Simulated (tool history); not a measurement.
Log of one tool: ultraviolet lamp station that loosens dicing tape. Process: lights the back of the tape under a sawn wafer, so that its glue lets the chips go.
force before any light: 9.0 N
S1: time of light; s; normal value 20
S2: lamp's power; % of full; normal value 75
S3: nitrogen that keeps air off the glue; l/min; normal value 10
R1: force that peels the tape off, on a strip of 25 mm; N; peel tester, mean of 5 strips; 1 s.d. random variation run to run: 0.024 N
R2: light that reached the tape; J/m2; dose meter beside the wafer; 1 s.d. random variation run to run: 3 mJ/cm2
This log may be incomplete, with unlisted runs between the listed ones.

{"run": 1, "hour": 0.0, "S1": 20, "S2": 75, "S3": 10, "R1": 1.274, "R2": 4170}
{"run": 2, "hour": 7.0, "S1": 20, "S2": 75, "S3": 10, "R1": 1.297, "R2": 4200}
{"run": 3, "hour": 11.5, "S1": 20, "S2": 75, "S3": 10, "R1": 1.258, "R2": 4130}
{"run": 4, "hour": 20.2, "S1": 20, "S2": 75, "S3": 10, "R1": 1.284, "R2": 4180}
{"run": 5, "hour": 24.8, "S1": 20, "S2": 75, "S3": 15, "R1": 0.974, "R2": 4200}
{"run": 6, "hour": 34.2, "S1": 20, "S2": 75, "S3": 15, "R1": 0.95, "R2": 4140}
{"run": 7, "hour": 41.7, "S1": 20, "S2": 75, "S3": 10, "R1": 1.291, "R2": 4150}
{"run": 8, "hour": 49.7, "S1": 20, "S2": 75, "S3": 10, "R1": 1.285, "R2": 4120}
{"run": 9, "hour": 60.2, "S1": 20, "S2": 75, "S3": 10, "R1": 1.323, "R2": 4160}
{"run": 10, "hour": 65.6, "S1": 20, "S2": 75, "S3": 10, "R1": 1.292, "R2": 4090}
{"run": 11, "hour": 76.1, "S1": 20, "S2": 75, "S3": 10, "R1": 1.291, "R2": 4090}
{"run": 12, "hour": 82.1, "S1": 20, "S2": 75, "S3": 10, "R1": 1.316, "R2": 4050}
{"run": 13, "hour": 92.8, "S1": 20, "S2": 72, "S3": 10, "R1": 1.397, "R2": 3940}
{"run": 14, "hour": 101.1, "S1": 20, "S2": 75, "S3": 10, "R1": 1.34, "R2": 4100}
{"run": 15, "hour": 107.3, "S1": 20, "S2": 75, "S3": 10, "R1": 1.335, "R2": 4100}
{"run": 16, "hour": 117.7, "S1": 32, "S2": 75, "S3": 10, "R1": 0.54, "R2": 6430}
{"run": 17, "hour": 128.6, "S1": 32, "S2": 75, "S3": 10, "R1": 0.536, "R2": 6450}
{"run": 18, "hour": 138.9, "S1": 20, "S2": 75, "S3": 19, "R1": 0.899, "R2": 4030}
{"run": 19, "hour": 143.4, "S1": 14, "S2": 75, "S3": 4, "R1": 3.565, "R2": 2810}
{"run": 20, "hour": 154.4, "S1": 13, "S2": 99, "S3": 8, "R1": 2.043, "R2": 3350}
{"run": 21, "hour": 162.5, "S1": 13, "S2": 99, "S3": 8, "R1": 2.08, "R2": 3370}
{"run": 22, "hour": 169.8, "S1": 13, "S2": 99, "S3": 8, "R1": 2.132, "R2": 3350}
{"run": 23, "hour": 179.7, "S1": 26, "S2": 99, "S3": 17, "R1": 0.371, "R2": 6630}
{"run": 24, "hour": 186.9, "S1": 11, "S2": 69, "S3": 17, "R1": 2.813, "R2": 1960}
{"run": 25, "hour": 192.8, "S1": 25, "S2": 78, "S3": 12, "R1": 0.66, "R2": 5370}
{"run": 26, "hour": 203.2, "S1": 35, "S2": 61, "S3": 13, "R1": 0.552, "R2": 5860}
{"run": 27, "hour": 210.9, "S1": 17, "S2": 75, "S3": 10, "R1": 1.659, "R2": 3510}
{"run": 28, "hour": 221.3, "S1": 20, "S2": 75, "S3": 9, "R1": 1.351, "R2": 4070}
{"run": 29, "hour": 231.7, "S1": 20, "S2": 77, "S3": 4, "R1": 2.333, "R2": 4220}
{"run": 30, "hour": 242.0, "S1": 19, "S2": 83, "S3": 10, "R1": 1.242, "R2": 4320}
{"run": 31, "hour": 252.2, "S1": 24, "S2": 83, "S3": 10, "R1": 0.797, "R2": 5420}
{"run": 32, "hour": 260.3, "S1": 24, "S2": 83, "S3": 10, "R1": 0.828, "R2": 5380}

Not shown here: 2 entries made in the log between runs. Locate each between two listed runs and compare the hidden state at the listed run before it with the hidden state at the listed run after it:
From run 19 to run 20: window cleaned of glue's vapour (hour 144.6)
  lamp's light, % of a new lamp's: 94.3 -> 94.1; light that the window lets through, % of a clean one's: 96.3 -> 93.9
  what was measured, less what the result would be without the hidden state, R1: +0.310 -> +0.338 N; R2: -290 -> -450 J/m2
From run 24 to run 25: window cleaned of glue's vapour, once more (hour 189.3)
  lamp's light, % of a new lamp's: 93.4 -> 93.3; light that the window lets through, % of a clean one's: 93.6 -> 99.9
  what was measured, less what the result would be without the hidden state, R1: +0.414 -> +0.084 N; R2: -280 -> -390 J/m2
